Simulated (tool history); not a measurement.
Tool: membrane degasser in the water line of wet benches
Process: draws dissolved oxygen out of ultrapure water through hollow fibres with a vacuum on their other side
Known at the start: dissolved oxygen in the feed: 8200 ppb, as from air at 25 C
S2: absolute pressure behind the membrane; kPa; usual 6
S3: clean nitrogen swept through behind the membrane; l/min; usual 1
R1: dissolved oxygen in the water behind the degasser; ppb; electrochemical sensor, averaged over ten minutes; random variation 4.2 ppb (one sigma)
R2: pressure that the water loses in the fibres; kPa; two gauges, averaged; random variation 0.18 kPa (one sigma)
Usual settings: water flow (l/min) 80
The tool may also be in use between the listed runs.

{"run": 1, "hour": 0.0, "water flow (l/min)": 80, "S2": 6, "S3": 1, "R1": 409.8, "R2": 34.83}
{"run": 2, "hour": 61.0, "water flow (l/min)": 68, "S2": 6, "S3": 1, "R1": 364.8, "R2": 29.7}
{"run": 3, "hour": 137.9, "water flow (l/min)": 111, "S2": 6, "S3": 1, "R1": 537.1, "R2": 48.53}
{"run": 4, "hour": 211.1, "water flow (l/min)": 80, "S2": 6, "S3": 2.46, "R1": 249.1, "R2": 35.25}
{"run": 5, "hour": 257.8, "water flow (l/min)": 80, "S2": 6, "S3": 2.46, "R1": 241.3, "R2": 35.27}
{"run": 6, "hour": 352.3, "water flow (l/min)": 80, "S2": 6, "S3": 2.46, "R1": 240.6, "R2": 34.88}
{"run": 7, "hour": 419.4, "water flow (l/min)": 80, "S2": 6, "S3": 2.46, "R1": 242.1, "R2": 35.05}
{"run": 8, "hour": 493.5, "water flow (l/min)": 80, "S2": 6, "S3": 2.46, "R1": 242.4, "R2": 34.89}
{"run": 9, "hour": 591.6, "water flow (l/min)": 80, "S2": 6, "S3": 2.46, "R1": 246.8, "R2": 35.15}
{"run": 10, "hour": 665.0, "water flow (l/min)": 104, "S2": 6, "S3": 1, "R1": 524.1, "R2": 45.64}
{"run": 11, "hour": 765.9, "water flow (l/min)": 80, "S2": 6, "S3": 1, "R1": 422.2, "R2": 35.22}
{"run": 12, "hour": 833.7, "water flow (l/min)": 80, "S2": 6, "S3": 1, "R1": 421.4, "R2": 34.93}
{"run": 13, "hour": 876.1, "water flow (l/min)": 80, "S2": 6, "S3": 1, "R1": 415.4, "R2": 34.92}
{"run": 14, "hour": 948.4, "water flow (l/min)": 80, "S2": 6, "S3": 1, "R1": 416.5, "R2": 34.84}
{"run": 15, "hour": 1035.8, "water flow (l/min)": 80, "S2": 6, "S3": 1, "R1": 424.1, "R2": 35.11}
{"run": 16, "hour": 1087.5, "water flow (l/min)": 80, "S2": 6, "S3": 1, "R1": 409.9, "R2": 35.29}
{"run": 17, "hour": 1175.9, "water flow (l/min)": 65, "S2": 6, "S3": 0.75, "R1": 417.3, "R2": 28.41}
{"run": 18, "hour": 1277.4, "water flow (l/min)": 56, "S2": 6.46, "S3": 1.06, "R1": 345.7, "R2": 24.75}
{"run": 19, "hour": 1345.2, "water flow (l/min)": 62, "S2": 6.46, "S3": 1.09, "R1": 362.2, "R2": 27.19}
{"run": 20, "hour": 1448.1, "water flow (l/min)": 80, "S2": 6, "S3": 1.85, "R1": 298.6, "R2": 35.07}
{"run": 21, "hour": 1490.4, "water flow (l/min)": 96, "S2": 6, "S3": 2.32, "R1": 314.5, "R2": 42.28}
{"run": 22, "hour": 1536.2, "water flow (l/min)": 80, "S2": 6.06, "S3": 2.3, "R1": 262.1, "R2": 35.21}
{"run": 23, "hour": 1632.9, "water flow (l/min)": 59, "S2": 5.98, "S3": 1.54, "R1": 247.8, "R2": 25.55}
{"run": 24, "hour": 1713.2, "water flow (l/min)": 59, "S2": 8.08, "S3": 2.57, "R1": 276.4, "R2": 25.72}
{"run": 25, "hour": 1776.7, "water flow (l/min)": 121, "S2": 6, "S3": 1.63, "R1": 477, "R2": 53.27}
{"hour": 1848.4, "done": "seals of the vacuum lines changed"}
{"run": 26, "hour": 1879.5, "water flow (l/min)": 121, "S2": 6, "S3": 1.63, "R1": 482.9, "R2": 53.74}
{"run": 27, "hour": 1966.6, "water flow (l/min)": 121, "S2": 6, "S3": 1.63, "R1": 483.5, "R2": 53.36}
{"run": 28, "hour": 2028.8, "water flow (l/min)": 54, "S2": 6, "S3": 1.47, "R1": 242.4, "R2": 23.87}
{"run": 29, "hour": 2109.0, "water flow (l/min)": 54, "S2": 6, "S3": 1.08, "R1": 293.1, "R2": 23.82}
{"run": 30, "hour": 2165.7, "water flow (l/min)": 119, "S2": 11.68, "S3": 1, "R1": 1422.3, "R2": 52.65}
{"run": 31, "hour": 2222.2, "water flow (l/min)": 90, "S2": 4.86, "S3": 1.5, "R1": 267.4, "R2": 39.7}
{"run": 32, "hour": 2296.5, "water flow (l/min)": 87, "S2": 4.86, "S3": 1.94, "R1": 225, "R2": 38.26}

4 ways to go on from here, each from the tool as it stands after run 32. What would each give?
{"run": "A", "hour": 2371.1, "water flow (l/min)": 87, "S2": 4.86, "S3": 0.9, "R1": "?", "R2": "?"}
{"run": "B", "hour": 2371.1, "water flow (l/min)": 80, "S2": 7.65, "S3": 0.57, "R1": "?", "R2": "?"}
{"run": "C", "hour": 2371.1, "water flow (l/min)": 63, "S2": 8.58, "S3": 1, "R1": "?", "R2": "?"}
{"run": "D", "hour": 2371.1, "water flow (l/min)": 87, "S2": 7.3, "S3": 1.94, "R1": "?", "R2": "?"}

run=A R1=329.3 R2=38.69
run=B R1=860.5 R2=35.46
run=C R1=618.9 R2=28.19
run=D R1=429.2 R2=38.7
Without the tool's hidden state the same runs would have given:
run=A R1=307.2 R2=37.68
run=B R1=838.9 R2=34.53
run=C R1=604.7 R2=27.46
run=D R1=412.9 R2=37.69

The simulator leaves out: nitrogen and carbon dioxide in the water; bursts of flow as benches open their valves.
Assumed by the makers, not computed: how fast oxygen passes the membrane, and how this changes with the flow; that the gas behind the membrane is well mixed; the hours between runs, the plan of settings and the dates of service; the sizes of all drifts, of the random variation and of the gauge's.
